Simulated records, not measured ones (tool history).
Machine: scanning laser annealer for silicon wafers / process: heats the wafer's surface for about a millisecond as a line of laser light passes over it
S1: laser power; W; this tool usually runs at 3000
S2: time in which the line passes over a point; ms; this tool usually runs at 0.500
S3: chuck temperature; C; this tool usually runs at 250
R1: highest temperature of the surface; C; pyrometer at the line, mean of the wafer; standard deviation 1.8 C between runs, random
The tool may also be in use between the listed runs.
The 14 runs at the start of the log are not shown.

run,day,S1,S2,S3,R1
15,28.375,3000,0.500,215,1002
16,29.512,3000,0.500,250,1030
17,30.917,3000,0.356,250,910
18,33.233,2562,0.375,235,787
19,34.796,2810,0.406,285,925
20,36.046,2650,0.373,222,792
21,37.983,3088,0.500,250,1061
22,40.392,3088,0.500,250,1056
23,41.533,3088,0.500,250,1056
24,42.738,3088,0.500,250,1053
25,44.346,3088,0.500,250,1055
26,46.371,3088,0.500,250,1053
27,47.883,3287,0.465,277,1112
28,49.438,3287,0.465,277,1115
29,51.438,3287,0.465,277,1112
30,53.350,3287,0.465,240,1076
31,55.408,3280,0.447,260,1076
# day 56.821: optics aligned, line set to its width
32,57.854,3182,0.500,250,1088
33,59.117,2660,0.500,235,895
34,61.454,3000,0.472,250,1003

What if the next run were any one of these 5? Each begins from the tool's condition after run 34:
A,62.975,3000,0.559,250,?
B,62.975,2867,0.591,277,?
C,62.975,3000,0.472,268,?
D,62.975,3000,0.472,267,?
E,62.975,2638,0.390,250,?

run,R1
A,1068
B,1073
C,1015
D,1019
E,826
With the hidden condition removed and each run's random variation left untouched, the same runs would have given:
run,R1
A,1088
B,1093
C,1034
D,1038
E,841
